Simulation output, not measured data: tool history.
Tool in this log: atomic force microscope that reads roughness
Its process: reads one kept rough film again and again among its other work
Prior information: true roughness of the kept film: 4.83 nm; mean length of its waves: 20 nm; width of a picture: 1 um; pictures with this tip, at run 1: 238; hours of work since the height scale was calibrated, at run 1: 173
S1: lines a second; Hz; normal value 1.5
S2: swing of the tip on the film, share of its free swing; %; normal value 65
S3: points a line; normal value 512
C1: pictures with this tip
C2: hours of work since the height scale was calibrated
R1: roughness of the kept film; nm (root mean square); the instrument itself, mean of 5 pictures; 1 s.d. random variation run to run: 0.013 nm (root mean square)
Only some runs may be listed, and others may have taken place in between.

| run | hour | S1 | S2 | S3 | C1 | C2 | R1 |
|---|---|---|---|---|---|---|---|
| 1 | 0 | 1.5 | 65 | 512 | 238 | 173 | 1.998 |
| 2 | 34.9 | 1.5 | 65 | 693 | 291 | 201 | 1.84 |
|  | 83.5 | new tip fitted |
| 3 | 96.9 | 1.8 | 65 | 512 | 20 | 250 | 2.853 |
| 4 | 168 | 1.8 | 65 | 512 | 127 | 307 | 2.306 |
| 5 | 205.1 | 1.8 | 65 | 512 | 183 | 336 | 2.071 |
| 6 | 239.3 | 1.8 | 65 | 512 | 235 | 363 | 1.888 |
| 7 | 281.4 | 1.8 | 65 | 512 | 299 | 397 | 1.712 |
|  | 326 | new tip fitted |
| 8 | 333.5 | 1.5 | 65 | 512 | 11 | 438 | 2.935 |
| 9 | 400.6 | 1.5 | 65 | 512 | 113 | 491 | 2.319 |
| 10 | 437.4 | 1.5 | 65 | 512 | 168 | 521 | 2.111 |
| 11 | 487.1 | 1.5 | 65 | 512 | 243 | 560 | 1.878 |
| 12 | 527 | 1.5 | 65 | 512 | 304 | 592 | 1.711 |
|  | 566.8 | new tip fitted |
| 13 | 586.9 | 1.5 | 65 | 512 | 31 | 639 | 2.8 |
| 14 | 650.6 | 1.5 | 65 | 512 | 127 | 690 | 2.265 |
| 15 | 684.1 | 1.5 | 65 | 512 | 177 | 716 | 2.073 |
| 16 | 728.8 | 1.5 | 65 | 512 | 245 | 752 | 1.867 |
| 17 | 802.1 | 1.5 | 65 | 512 | 356 | 810 | 1.595 |
|  | 806 | new tip fitted |
| 18 | 852.1 | 1.5 | 65 | 512 | 69 | 850 | 2.622 |
| 19 | 923.1 | 1.69 | 65 | 512 | 177 | 906 | 2.144 |
| 20 | 973.7 | 1.69 | 65 | 512 | 253 | 947 | 1.891 |
| 21 | 1019.4 | 1.69 | 65 | 512 | 322 | 983 | 1.686 |
|  | 1048 | new tip fitted |
| 22 | 1074 | 1.69 | 65 | 512 | 39 | 1026 | 2.745 |
| 23 | 1115.8 | 1.69 | 65 | 512 | 102 | 1059 | 2.383 |
| 24 | 1179.5 | 1.5 | 65 | 512 | 198 | 1110 | 2.007 |
| 25 | 1249.2 | 1.5 | 65 | 512 | 304 | 1165 | 1.691 |
|  | 1288.6 | new tip fitted |
| 26 | 1310.2 | 1.5 | 65 | 512 | 33 | 1214 | 2.81 |
| 27 | 1368.9 | 1.5 | 65 | 512 | 122 | 1260 | 2.343 |
| 28 | 1412.1 | 1.5 | 65 | 512 | 187 | 1295 | 2.086 |
| 29 | 1472.2 | 0.54 | 82 | 459 | 278 | 1342 | 1.808 |
| 30 | 1520.7 | 1.5 | 79 | 512 | 351 | 1381 | 1.531 |
|  | 1527.7 | new tip fitted |
| 31 | 1590.2 | 0.63 | 65 | 302 | 94 | 1436 | 2.543 |
| 32 | 1636.8 | 1.16 | 71 | 512 | 165 | 1473 | 2.207 |
| 33 | 1671.7 | 1.44 | 88 | 353 | 217 | 1501 | 1.798 |
| 34 | 1739.6 | 2.35 | 66 | 271 | 320 | 1555 | 1.622 |
|  | 1768.8 | new tip fitted |
| 35 | 1812.4 | 1.5 | 65 | 336 | 66 | 1612 | 2.598 |
| 36 | 1850.2 | 2.37 | 79 | 360 | 123 | 1642 | 2.05 |
| 37 | 1913.3 | 0.53 | 66 | 276 | 219 | 1693 | 1.948 |
| 38 | 1983 | 2.66 | 70 | 532 | 324 | 1748 | 1.53 |
|  | 2010.9 | new tip fitted |
| 39 | 2023.3 | 0.98 | 70 | 385 | 19 | 1780 | 2.951 |
| 40 | 2095.1 | 1.5 | 83 | 512 | 127 | 1837 | 2.182 |
| 41 | 2142.8 | 2.38 | 83 | 512 | 200 | 1875 | 1.796 |
|  | 2172.8 | height scale calibrated on a step standard |
| 42 | 2199.6 | 2.38 | 83 | 512 | 284 | 21 | 1.537 |
|  | 2256.6 | new tip fitted |
| 43 | 2269.5 | 0.51 | 72 | 512 | 20 | 77 | 2.958 |
| 44 | 2302 | 0.51 | 72 | 854 | 69 | 102 | 2.68 |
| 45 | 2358.7 | 0.62 | 61 | 294 | 154 | 148 | 2.221 |
| 46 | 2398.7 | 0.62 | 89 | 390 | 215 | 179 | 1.923 |
| 47 | 2447.7 | 1.72 | 89 | 492 | 289 | 218 | 1.512 |
|  | 2499.1 | new tip fitted |
| 48 | 2511.6 | 1.5 | 80 | 900 | 19 | 269 | 2.779 |
| 49 | 2584.3 | 0.76 | 67 | 512 | 128 | 327 | 2.388 |
| 50 | 2642.3 | 2.4 | 78 | 442 | 216 | 373 | 1.792 |
| 51 | 2680.9 | 2.4 | 78 | 442 | 274 | 404 | 1.637 |
|  | 2742.4 | new tip fitted |
| 52 | 2750.2 | 2.4 | 78 | 442 | 11 | 458 | 2.691 |

Same runs, no hidden state in the tool, same run-to-run variation:
Hidden state present: radius of the tip, nm; height scale over the true one, %; drift of the gauge itself on roughness_nm, %.
| run | R1 |
|---|---|
| 1 | 3.073 |
| 2 | 3.094 |
| 3 | 3.04 |
| 4 | 3.072 |
| 5 | 3.058 |
| 6 | 3.045 |
| 7 | 3.064 |
| 8 | 3.079 |
| 9 | 3.066 |
| 10 | 3.093 |
| 11 | 3.096 |
| 12 | 3.076 |
| 13 | 3.101 |
| 14 | 3.086 |
| 15 | 3.073 |
| 16 | 3.085 |
| 17 | 3.098 |
| 18 | 3.082 |
| 19 | 3.052 |
| 20 | 3.076 |
| 21 | 3.047 |
| 22 | 3.057 |
| 23 | 3.076 |
| 24 | 3.083 |
| 25 | 3.084 |
| 26 | 3.081 |
| 27 | 3.094 |
| 28 | 3.096 |
| 29 | 3.099 |
| 30 | 2.911 |
| 31 | 3.099 |
| 32 | 3.083 |
| 33 | 2.755 |
| 34 | 2.912 |
| 35 | 3.056 |
| 36 | 2.738 |
| 37 | 3.115 |
| 38 | 2.883 |
| 39 | 3.062 |
| 40 | 2.857 |
| 41 | 2.681 |
| 42 | 2.678 |
| 43 | 3.153 |
| 44 | 3.187 |
| 45 | 3.115 |
| 46 | 3.016 |
| 47 | 2.667 |
| 48 | 2.913 |
| 49 | 3.15 |
| 50 | 2.763 |
| 51 | 2.76 |
| 52 | 2.771 |
